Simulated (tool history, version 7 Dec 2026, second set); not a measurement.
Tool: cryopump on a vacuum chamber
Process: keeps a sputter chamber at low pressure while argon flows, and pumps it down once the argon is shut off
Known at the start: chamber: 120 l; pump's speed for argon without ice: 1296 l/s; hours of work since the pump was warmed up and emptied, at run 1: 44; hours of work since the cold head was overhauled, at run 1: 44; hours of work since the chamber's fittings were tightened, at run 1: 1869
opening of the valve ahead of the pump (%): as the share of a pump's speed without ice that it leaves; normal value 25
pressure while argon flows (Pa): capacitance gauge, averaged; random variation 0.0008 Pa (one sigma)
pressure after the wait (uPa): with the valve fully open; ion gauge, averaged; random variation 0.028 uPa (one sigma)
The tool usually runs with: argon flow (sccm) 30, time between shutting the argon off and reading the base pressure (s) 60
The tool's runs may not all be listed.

run   hour  argon flow (sccm)  time between shutting the argon off and reading the base pressure (s)  opening of the valve ahead of the pump (%)  hours of work since the pump was warmed up and emptied  hours of work since the cold head was overhauled  hours of work since the chamber's fittings were tightened  pressure while argon flows (Pa)  pressure after the wait (uPa)
  1      0                 30                                                                     60                                          25                                                      44                                                44                                                       1869                           0.1577                           1.83
  2     21                 30                                                                     81                                          25                                                      61                                                61                                                       1886                           0.1567                           1.57
  3   42.3                 30                                                                     60                                          25                                                      78                                                78                                                       1904                           0.1567                           1.77
  4   57.1                 30                                                                     60                                          25                                                      90                                                90                                                       1915                           0.1586                           1.85
  5     71                 30                                                                     60                                          25                                                     102                                               102                                                       1927                           0.1569                           1.81
  6   86.1                 30                                                                     60                                          41                                                     114                                               114                                                       1939                           0.0964                           1.79
  7  103.1                 30                                                                     60                                          41                                                     127                                               127                                                       1953                           0.0965                           1.77
  8    114                 30                                                                     60                                          41                                                     136                                               136                                                       1962                           0.0983                           1.79
  9  129.7                 30                                                                     60                                          41                                                     149                                               149                                                       1974                           0.0968                           1.86
 10  144.9                 30                                                                     60                                          41                                                     161                                               161                                                       1986                           0.0968                           1.82
 11  161.1                 30                                                                     60                                          41                                                     174                                               174                                                       2000                           0.0981                           1.83
 12  175.7                 30                                                                     60                                          25                                                     186                                               186                                                       2011                           0.1589                           1.88
 13    186                 30                                                                     60                                          25                                                     194                                               194                                                       2020                           0.1588                           1.82
 14    210                 30                                                                     60                                          25                                                     214                                               214                                                       2039                           0.1595                           1.88
 15  226.2                 30                                                                     60                                          31                                                     227                                               227                                                       2052                           0.1304                           1.81
 16  246.9                 30                                                                     60                                          31                                                     244                                               244                                                       2069                           0.1292                           1.91
 17  264.8                 30                                                                     60                                          18                                                     258                                               258                                                       2083                           0.2203                           1.88
 18  288.2                 38                                                                     60                                          18                                                     277                                               277                                                       2102                           0.2805                           1.89
 19  307.7                 25                                                                     29                                          58                                                     293                                               293                                                       2118                           0.0602                           3.03
 20  327.8                 40                                                                     87                                          58                                                     309                                               309                                                       2134                           0.0956                           1.58
 21  349.7                 48                                                                     28                                          19                                                     327                                               327                                                       2152                           0.3368                           3.19
 22  361.5                 48                                                                     57                                          50                                                     336                                               336                                                       2161                           0.1318                           2.05
 23  373.3                 48                                                                     57                                          50                                                     346                                               346                                                       2171                           0.1336                           1.97
 24    390                 18                                                                    267                                          17                                                     359                                               359                                                       2185                            0.142                           1.17
 25  401.2                 49                                                                    267                                          37                                                     368                                               368                                                       2194                           0.1807                           1.18
 26  418.2                 48                                                                    267                                          21                                                     382                                               382                                                       2207                           0.3053                           1.16
 27  431.9                 30                                                                     89                                          22                                                     393                                               393                                                       2218                           0.1832                           1.63
 28  444.7                 30                                                                     89                                          22                                                     404                                               404                                                       2229                           0.1827                           1.65
 29  461.3                 30                                                                     89                                          22                                                     417                                               417                                                       2242                           0.1839                           1.62
 30    483                 30                                                                     89                                          20                                                     434                                               434                                                       2260                           0.1996                           1.66
 31  504.6                 14                                                                     33                                          28                                                     452                                               452                                                       2277                           0.0672                           2.85

Alternative continuations, all from the tool just after run 31; predict every row:
  A  520.5                 31                                                                     33                                          31                                                     465                                               465                                                       2290                                ?                              ?
  B  520.5                 20                                                                     60                                          51                                                     465                                               465                                                       2290                                ?                              ?
  C  520.5                 14                                                                     22                                          38                                                     465                                               465                                                       2290                                ?                              ?
  D  520.5                 33                                                                     33                                          28                                                     465                                               465                                                       2290                                ?                              ?

run  pressure while argon flows (Pa)  pressure after the wait (uPa)
  A                           0.1383                           2.92
  B                           0.0555                              2
  C                           0.0508                            3.9
  D                           0.1612                           2.94
With the hidden condition removed and each run's random variation left untouched, the same runs would have given:
run  pressure while argon flows (Pa)  pressure after the wait (uPa)
  A                           0.1318                           2.16
  B                           0.0513                           1.26
  C                           0.0479                           3.14
  D                           0.1544                           2.18

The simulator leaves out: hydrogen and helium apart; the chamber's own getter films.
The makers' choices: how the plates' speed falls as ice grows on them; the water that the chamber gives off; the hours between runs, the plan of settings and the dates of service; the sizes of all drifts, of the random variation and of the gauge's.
